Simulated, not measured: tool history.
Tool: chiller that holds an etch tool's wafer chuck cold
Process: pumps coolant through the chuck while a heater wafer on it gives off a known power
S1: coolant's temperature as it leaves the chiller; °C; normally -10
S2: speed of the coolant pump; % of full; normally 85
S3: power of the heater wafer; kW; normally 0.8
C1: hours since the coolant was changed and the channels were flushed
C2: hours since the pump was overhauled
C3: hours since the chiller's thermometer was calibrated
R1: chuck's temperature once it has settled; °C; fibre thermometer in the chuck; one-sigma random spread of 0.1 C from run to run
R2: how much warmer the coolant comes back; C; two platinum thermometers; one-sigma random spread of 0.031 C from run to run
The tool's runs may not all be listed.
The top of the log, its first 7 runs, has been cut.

{"run": 8, "hour": 1034.5, "S1": -17, "S2": 85, "S3": 0.8, "C1": 1662, "C2": 1313, "C3": 604, "R1": -10.5, "R2": 2.75}
{"run": 9, "hour": 1164.5, "S1": -17, "S2": 85, "S3": 0.8, "C1": 1792, "C2": 1443, "C3": 734, "R1": -10.5, "R2": 2.74}
{"run": 10, "hour": 1291.5, "S1": -17, "S2": 85, "S3": 0.8, "C1": 1919, "C2": 1570, "C3": 861, "R1": -10.4, "R2": 2.75}
{"run": 11, "hour": 1405.2, "S1": -17, "S2": 85, "S3": 0.8, "C1": 2033, "C2": 1684, "C3": 975, "R1": -10.6, "R2": 2.7}
{"run": 12, "hour": 1603.3, "S1": -17, "S2": 85, "S3": 0.8, "C1": 2231, "C2": 1882, "C3": 1173, "R1": -10.5, "R2": 2.7}
{"hour": 1786.7, "done": "gauge calibrated"}
{"run": 13, "hour": 1807.2, "S1": -17, "S2": 85, "S3": 0.8, "C1": 2435, "C2": 2086, "C3": 1377, "R1": -10.6, "R2": 3.03}
{"run": 14, "hour": 1947.4, "S1": -17, "S2": 86, "S3": 0.8, "C1": 2575, "C2": 2226, "C3": 1517, "R1": -10.4, "R2": 3}
{"run": 15, "hour": 2136.0, "S1": -18, "S2": 86, "S3": 0.8, "C1": 2764, "C2": 2414, "C3": 1706, "R1": -11.7, "R2": 2.91}
{"run": 16, "hour": 2288.5, "S1": -10, "S2": 85, "S3": 0.492, "C1": 2916, "C2": 2567, "C3": 1858, "R1": -5.8, "R2": 1.75}
{"hour": 2368.0, "done": "coolant changed, channels flushed"}
{"run": 17, "hour": 2467.3, "S1": -10, "S2": 95, "S3": 1.198, "C1": 99, "C2": 2740, "C3": 2031, "R1": -1.1, "R2": 3.95}
{"run": 18, "hour": 2554.2, "S1": -18, "S2": 82, "S3": 0.427, "C1": 186, "C2": 2827, "C3": 2118, "R1": -14.3, "R2": 1.48}
{"run": 19, "hour": 2703.1, "S1": -11, "S2": 85, "S3": 0.8, "C1": 335, "C2": 2976, "C3": 2267, "R1": -4.3, "R2": 2.83}
{"run": 20, "hour": 2861.1, "S1": -10, "S2": 77, "S3": 0.578, "C1": 493, "C2": 3133, "C3": 2425, "R1": -5.1, "R2": 2.22}
{"run": 21, "hour": 2989.1, "S1": -3, "S2": 88, "S3": 0.619, "C1": 621, "C2": 3261, "C3": 2553, "R1": 1.9, "R2": 1.96}
{"run": 22, "hour": 3089.6, "S1": -3, "S2": 88, "S3": 0.619, "C1": 722, "C2": 3362, "C3": 2653, "R1": 1.8, "R2": 1.91}
{"run": 23, "hour": 3227.6, "S1": -3, "S2": 88, "S3": 0.619, "C1": 860, "C2": 3500, "C3": 2791, "R1": 1.7, "R2": 1.89}
{"run": 24, "hour": 3362.3, "S1": -19, "S2": 71, "S3": 0.626, "C1": 994, "C2": 3635, "C3": 2926, "R1": -13.2, "R2": 2.5}
{"run": 25, "hour": 3468.9, "S1": -13, "S2": 67, "S3": 0.422, "C1": 1101, "C2": 3741, "C3": 3033, "R1": -8.9, "R2": 1.66}
{"run": 26, "hour": 3629.0, "S1": -10, "S2": 72, "S3": 0.476, "C1": 1261, "C2": 3901, "C3": 3193, "R1": -5.6, "R2": 1.69}
{"hour": 3713.8, "done": "chiller's thermometer calibrated"}
{"run": 27, "hour": 3722.8, "S1": -6, "S2": 88, "S3": 0.811, "C1": 1354, "C2": 3994, "C3": 9, "R1": 0.5, "R2": 2.51}
{"run": 28, "hour": 3920.5, "S1": -6, "S2": 88, "S3": 0.811, "C1": 1552, "C2": 4192, "C3": 207, "R1": 0.3, "R2": 2.43}
{"run": 29, "hour": 4093.7, "S1": -13, "S2": 88, "S3": 0.811, "C1": 1725, "C2": 4365, "C3": 380, "R1": -6.5, "R2": 2.39}
{"run": 30, "hour": 4230.3, "S1": -1, "S2": 83, "S3": 0.781, "C1": 1861, "C2": 4502, "C3": 517, "R1": 5.3, "R2": 2.47}
{"run": 31, "hour": 4410.7, "S1": -1, "S2": 83, "S3": 0.781, "C1": 2042, "C2": 4682, "C3": 697, "R1": 5.6, "R2": 2.33}

What if the next run were any one of these 5? Each begins from the tool's condition after run 31:
{"run": "A", "hour": 4564.9, "S1": -14, "S2": 85, "S3": 0.44, "C1": 2196, "C2": 4836, "C3": 851, "R1": "?", "R2": "?"}
{"run": "B", "hour": 4564.9, "S1": -1, "S2": 91, "S3": 0.771, "C1": 2196, "C2": 4836, "C3": 851, "R1": "?", "R2": "?"}
{"run": "C", "hour": 4564.9, "S1": -15, "S2": 72, "S3": 0.8, "C1": 2196, "C2": 4836, "C3": 851, "R1": "?", "R2": "?"}
{"run": "D", "hour": 4564.9, "S1": -7, "S2": 85, "S3": 1.031, "C1": 2196, "C2": 4836, "C3": 851, "R1": "?", "R2": "?"}
{"run": "E", "hour": 4564.9, "S1": -17, "S2": 88, "S3": 0.753, "C1": 2196, "C2": 4836, "C3": 851, "R1": "?", "R2": "?"}

run=A R1=-10.4 R2=0.97
run=B R1=5.1 R2=1.99
run=C R1=-7.6 R2=2.92
run=D R1=1.6 R2=3.21
run=E R1=-10.8 R2=2.04
Without the tool's hidden state the same runs would have given:
run=A R1=-10.4 R2=1.68
run=B R1=5.1 R2=2.7
run=C R1=-7.6 R2=3.63
run=D R1=1.5 R2=3.91
run=E R1=-10.9 R2=2.75

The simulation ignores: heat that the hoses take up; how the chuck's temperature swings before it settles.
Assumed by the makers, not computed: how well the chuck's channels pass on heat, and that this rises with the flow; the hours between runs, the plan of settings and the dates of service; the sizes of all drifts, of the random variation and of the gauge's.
